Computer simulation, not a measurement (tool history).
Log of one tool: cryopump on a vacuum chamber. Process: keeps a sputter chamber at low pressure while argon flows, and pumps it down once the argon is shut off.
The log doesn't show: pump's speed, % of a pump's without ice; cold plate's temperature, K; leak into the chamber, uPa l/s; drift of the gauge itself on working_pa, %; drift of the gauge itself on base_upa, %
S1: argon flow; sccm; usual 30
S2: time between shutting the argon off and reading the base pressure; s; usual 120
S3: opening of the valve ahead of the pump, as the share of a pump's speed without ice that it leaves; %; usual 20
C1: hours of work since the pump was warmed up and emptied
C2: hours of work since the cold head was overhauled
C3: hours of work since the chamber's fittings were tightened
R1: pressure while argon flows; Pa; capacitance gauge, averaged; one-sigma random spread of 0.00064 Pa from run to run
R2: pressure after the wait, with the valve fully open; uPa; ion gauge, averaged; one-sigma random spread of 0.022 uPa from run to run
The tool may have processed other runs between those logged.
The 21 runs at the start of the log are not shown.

run,hour,S1,S2,S3,C1,C2,C3,R1,R2
22,237.4,17,282,38,180,180,1820,0.0305,0.49
23,252.9,30,26,51,190,190,1829,0.0405,2.33
24,261.7,24,29,22,195,195,1835,0.0753,2.14
25,274.4,24,29,22,203,203,1842,0.0744,2.11
26,289.2,30,70,20,212,212,1851,0.1024,1.13
27,299.0,33,29,20,218,218,1858,0.1129,2.07
28,314.0,33,29,20,227,227,1867,0.1126,2.07
29,323.9,33,29,20,233,233,1873,0.1134,2.18
30,339.3,52,295,20,243,243,1882,0.1794,0.49
31,352.5,52,33,20,251,251,1891,0.1800,1.98
32,362.3,60,220,20,257,257,1897,0.2063,0.56
33,377.9,42,258,16,267,267,1906,0.1806,0.54
34,392.2,52,82,44,276,276,1915,0.0831,0.91

Here are 4 independent what-if runs from the current tool condition. What would each one return?
A,402.5,36,82,40,282,282,1921,?,?
B,402.5,13,68,39,282,282,1921,?,?
C,402.5,28,105,20,282,282,1921,?,?
D,402.5,30,113,20,282,282,1921,?,?

run,R1,R2
A,0.0631,0.98
B,0.0239,1.05
C,0.0963,0.78
D,0.1031,0.79
Take away the tool's hidden state, keep each run's random variation, and the runs would have read:
run,R1,R2
A,0.0610,0.76
B,0.0231,0.84
C,0.0947,0.57
D,0.1013,0.58

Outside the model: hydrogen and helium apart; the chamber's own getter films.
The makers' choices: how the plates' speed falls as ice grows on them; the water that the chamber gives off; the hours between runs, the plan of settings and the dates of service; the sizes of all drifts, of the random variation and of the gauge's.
